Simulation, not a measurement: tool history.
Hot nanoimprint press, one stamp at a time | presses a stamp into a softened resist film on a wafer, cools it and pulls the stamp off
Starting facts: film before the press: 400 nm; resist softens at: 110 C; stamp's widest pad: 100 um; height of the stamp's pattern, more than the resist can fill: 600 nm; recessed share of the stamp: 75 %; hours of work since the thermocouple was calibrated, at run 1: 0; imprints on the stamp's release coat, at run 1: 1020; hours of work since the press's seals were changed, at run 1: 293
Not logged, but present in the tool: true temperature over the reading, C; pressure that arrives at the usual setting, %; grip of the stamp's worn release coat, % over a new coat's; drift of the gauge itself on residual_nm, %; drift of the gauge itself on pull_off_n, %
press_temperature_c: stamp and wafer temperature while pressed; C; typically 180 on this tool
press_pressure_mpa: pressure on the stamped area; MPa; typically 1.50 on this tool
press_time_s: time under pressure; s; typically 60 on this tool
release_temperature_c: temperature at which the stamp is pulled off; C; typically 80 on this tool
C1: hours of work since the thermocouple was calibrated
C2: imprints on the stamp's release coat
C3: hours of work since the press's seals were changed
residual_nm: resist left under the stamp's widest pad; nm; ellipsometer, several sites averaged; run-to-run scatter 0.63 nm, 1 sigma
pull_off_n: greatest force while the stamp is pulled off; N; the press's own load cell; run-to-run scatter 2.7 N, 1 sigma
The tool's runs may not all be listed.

Run 1, hour 0.0: usual settings; C1 0; C2 1020; C3 293. Result: residual_nm 224.7 nm, pull_off_n 151 N.
Run 2, hour 14.5: usual settings; C1 8; C2 1081; C3 301. Result: residual_nm 224.8 nm, pull_off_n 153 N.
Run 3, hour 27.0: usual settings; C1 16; C2 1134; C3 308. Result: residual_nm 223.3 nm, pull_off_n 149 N.
Run 4, hour 37.0: usual settings but press_temperature_c 173 C; C1 21; C2 1177; C3 314. Result: residual_nm 286.5 nm, pull_off_n 155 N.
Run 5, hour 52.5: usual settings; C1 30; C2 1243; C3 323. Result: residual_nm 225.0 nm, pull_off_n 150 N.
Run 6, hour 60.6: usual settings; C1 35; C2 1278; C3 328. Result: residual_nm 224.5 nm, pull_off_n 156 N.
Run 7, hour 77.3: usual settings; C1 45; C2 1349; C3 337. Result: residual_nm 226.3 nm, pull_off_n 159 N.
Run 8, hour 90.4: usual settings but press_temperature_c 188 C; C1 52; C2 1405; C3 345. Result: residual_nm 164.6 nm, pull_off_n 163 N.
At hour 105.2: stamp cleaned and given a new release coat.
Run 9, hour 109.3: usual settings but press_pressure_mpa 2.08 MPa; C1 60; C2 18; C3 352. Result: residual_nm 199.4 nm, pull_off_n 125 N.
Run 10, hour 127.1: usual settings but press_pressure_mpa 2.08 MPa; C1 70; C2 94; C3 363. Result: residual_nm 199.0 nm, pull_off_n 129 N.
Run 11, hour 140.8: usual settings but press_pressure_mpa 2.08 MPa, press_time_s 48 s; C1 78; C2 152; C3 371. Result: residual_nm 215.6 nm, pull_off_n 134 N.
Run 12, hour 148.9: usual settings but press_pressure_mpa 2.08 MPa, press_time_s 48 s; C1 83; C2 186; C3 375. Result: residual_nm 215.4 nm, pull_off_n 134 N.
Run 13, hour 164.1: usual settings but press_pressure_mpa 2.08 MPa, press_time_s 48 s; C1 92; C2 251; C3 384. Result: residual_nm 214.5 nm, pull_off_n 133 N.
Run 14, hour 174.9: usual settings; C1 98; C2 297; C3 390. Result: residual_nm 225.3 nm, pull_off_n 128 N.
Run 15, hour 191.7: usual settings; C1 108; C2 369; C3 400. Result: residual_nm 227.0 nm, pull_off_n 134 N.
Run 16, hour 211.1: usual settings but press_time_s 37 s; C1 119; C2 451; C3 411. Result: residual_nm 263.9 nm, pull_off_n 140 N.
Run 17, hour 230.6: usual settings but press_temperature_c 191 C, press_pressure_mpa 1.19 MPa, press_time_s 33 s, release_temperature_c 74 C; C1 130; C2 535; C3 423. Result: residual_nm 204.7 nm, pull_off_n 158 N.
Run 18, hour 239.6: usual settings but press_temperature_c 191 C, press_pressure_mpa 1.19 MPa, press_time_s 33 s, release_temperature_c 74 C; C1 135; C2 573; C3 428. Result: residual_nm 203.8 nm, pull_off_n 168 N.
Run 19, hour 257.7: usual settings but press_temperature_c 179 C, press_pressure_mpa 1.47 MPa, press_time_s 109 s, release_temperature_c 74 C; C1 146; C2 650; C3 438. Result: residual_nm 193.1 nm, pull_off_n 169 N.
Run 20, hour 265.8: usual settings but press_temperature_c 179 C, press_pressure_mpa 1.47 MPa, press_time_s 109 s, release_temperature_c 74 C; C1 151; C2 685; C3 443. Result: residual_nm 194.4 nm, pull_off_n 163 N.
Run 21, hour 280.1: usual settings but press_temperature_c 179 C, press_pressure_mpa 1.47 MPa, press_time_s 109 s, release_temperature_c 74 C; C1 159; C2 745; C3 451. Result: residual_nm 194.6 nm, pull_off_n 164 N.
Run 22, hour 297.4: usual settings but press_temperature_c 191 C, press_pressure_mpa 1.27 MPa, press_time_s 120 s, release_temperature_c 72 C; C1 169; C2 819; C3 461. Result: residual_nm 118.0 nm, pull_off_n 175 N.
Run 23, hour 306.7: usual settings but press_temperature_c 183 C, press_pressure_mpa 1.08 MPa; C1 174; C2 859; C3 467. Result: residual_nm 230.3 nm, pull_off_n 145 N.
Run 24, hour 326.0: usual settings but press_temperature_c 169 C, press_pressure_mpa 0.93 MPa, press_time_s 92 s, release_temperature_c 73 C; C1 185; C2 941; C3 478. Result: residual_nm 326.4 nm, pull_off_n 170 N.
Run 25, hour 345.6: usual settings but press_temperature_c 169 C, press_pressure_mpa 0.93 MPa, press_time_s 92 s, release_temperature_c 76 C; C1 197; C2 1024; C3 489. Result: residual_nm 326.1 nm, pull_off_n 164 N.
Run 26, hour 363.4: usual settings but press_temperature_c 169 C, press_pressure_mpa 0.93 MPa, press_time_s 92 s, release_temperature_c 76 C; C1 207; C2 1101; C3 500. Result: residual_nm 329.7 nm, pull_off_n 164 N.
Run 27, hour 381.7: usual settings but press_temperature_c 179 C, press_pressure_mpa 0.94 MPa; C1 218; C2 1178; C3 510. Result: residual_nm 275.4 nm, pull_off_n 157 N.
Run 28, hour 392.6: usual settings but press_temperature_c 179 C, press_pressure_mpa 0.94 MPa; C1 224; C2 1225; C3 516. Result: residual_nm 275.5 nm, pull_off_n 153 N.
Run 29, hour 403.2: usual settings but press_temperature_c 179 C, press_pressure_mpa 0.94 MPa; C1 230; C2 1270; C3 523. Result: residual_nm 276.1 nm, pull_off_n 157 N.

4 ways to go on from here, each from the tool as it stands after run 29. What would each give?
Run A, hour 418.2: usual settings but press_pressure_mpa 2.39 MPa, release_temperature_c 86 C; C1 239; C2 1334; C3 531. Result: residual_nm ?, pull_off_n ?.
Run B, hour 418.2: usual settings but press_pressure_mpa 2.37 MPa; C1 239; C2 1334; C3 531. Result: residual_nm ?, pull_off_n ?.
Run C, hour 418.2: usual settings but press_temperature_c 179 C, press_pressure_mpa 0.94 MPa, press_time_s 81 s, release_temperature_c 72 C; C1 239; C2 1334; C3 531. Result: residual_nm ?, pull_off_n ?.
Run D, hour 418.2: usual settings but press_temperature_c 190 C, press_time_s 103 s; C1 239; C2 1334; C3 531. Result: residual_nm ?, pull_off_n ?.

run  residual_nm  pull_off_n
  A        190.9         144
  B        192.2         161
  C        254.8         175
  D        122.4         160
Stripped of hidden state, with their random variation kept, the same runs would have yielded:
run  residual_nm  pull_off_n
  A        185.5         116
  B        186.8         130
  C        250.0         141
  D        119.2         129
